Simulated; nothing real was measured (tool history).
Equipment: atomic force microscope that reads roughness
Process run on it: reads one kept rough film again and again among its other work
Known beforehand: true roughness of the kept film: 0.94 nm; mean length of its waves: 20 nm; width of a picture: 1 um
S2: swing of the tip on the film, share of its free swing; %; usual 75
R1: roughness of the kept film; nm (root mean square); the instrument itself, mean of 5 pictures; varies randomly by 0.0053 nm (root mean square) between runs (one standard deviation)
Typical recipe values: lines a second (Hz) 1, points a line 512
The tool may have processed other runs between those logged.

Run 1, hour 0: usual settings. Result: R1 0.849 nm (root mean square).
At hour 2.5: new tip fitted.
Run 2, hour 16.7: usual settings. Result: R1 0.856 nm (root mean square).
At hour 35.5: new tip fitted.
Run 3, hour 46.2: usual settings but lines a second (Hz) 1.6. Result: R1 0.825 nm (root mean square).
At hour 68.4: new tip fitted.
Run 4, hour 72: usual settings but S2 60 %. Result: R1 0.869 nm (root mean square).
Run 5, hour 91.9: usual settings but S2 90 %. Result: R1 0.819 nm (root mean square).
At hour 101.7: new tip fitted.
Run 6, hour 123.1: usual settings but S2 90 %. Result: R1 0.806 nm (root mean square).
At hour 134.7: new tip fitted.
Run 7, hour 152.7: usual settings. Result: R1 0.848 nm (root mean square).
At hour 167.6: new tip fitted.
Run 8, hour 167.6: usual settings. Result: R1 0.852 nm (root mean square).
Run 9, hour 183.1: usual settings but lines a second (Hz) 1.98, points a line 317. Result: R1 0.804 nm (root mean square).
At hour 201.1: new tip fitted.
Run 10, hour 211.2: usual settings but lines a second (Hz) 0.97, S2 83 %, points a line 722. Result: R1 0.842 nm (root mean square).
Run 11, hour 228.8: usual settings but lines a second (Hz) 2.96, S2 83 %, points a line 722. Result: R1 0.746 nm (root mean square).
At hour 235.4: new tip fitted.
Run 12, hour 256.3: usual settings but S2 69 %, points a line 426. Result: R1 0.856 nm (root mean square).
At hour 269.6: new tip fitted.
Run 13, hour 287.9: usual settings but S2 79 %, points a line 920. Result: R1 0.852 nm (root mean square).
At hour 303.8: new tip fitted.
Run 14, hour 310.7: usual settings but lines a second (Hz) 0.79, S2 79 %, points a line 418. Result: R1 0.851 nm (root mean square).
Run 15, hour 334.7: usual settings but lines a second (Hz) 0.79, S2 79 %, points a line 643. Result: R1 0.856 nm (root mean square).

Branching from run 15: 4 alternative next runs. What would each branch give?
At hour 337.9: new tip fitted.
Run A, hour 351.9: usual settings but lines a second (Hz) 0.75, S2 90 %, points a line 477. Result: R1 ?.
At hour 337.9: new tip fitted.
Run B, hour 351.9: usual settings but lines a second (Hz) 0.67, S2 79 %, points a line 272. Result: R1 ?.
At hour 337.9: new tip fitted.
Run C, hour 351.9: usual settings but lines a second (Hz) 0.67, S2 85 %, points a line 263. Result: R1 ?.
At hour 337.9: new tip fitted.
Run D, hour 351.9: usual settings but lines a second (Hz) 0.79, S2 80 %, points a line 643. Result: R1 ?.

run     R1
  A  0.826
  B  0.838
  C  0.825
  D   0.86
Without the tool's hidden state the same runs would have given:
run     R1
  A  0.829
  B   0.84
  C  0.827
  D  0.862
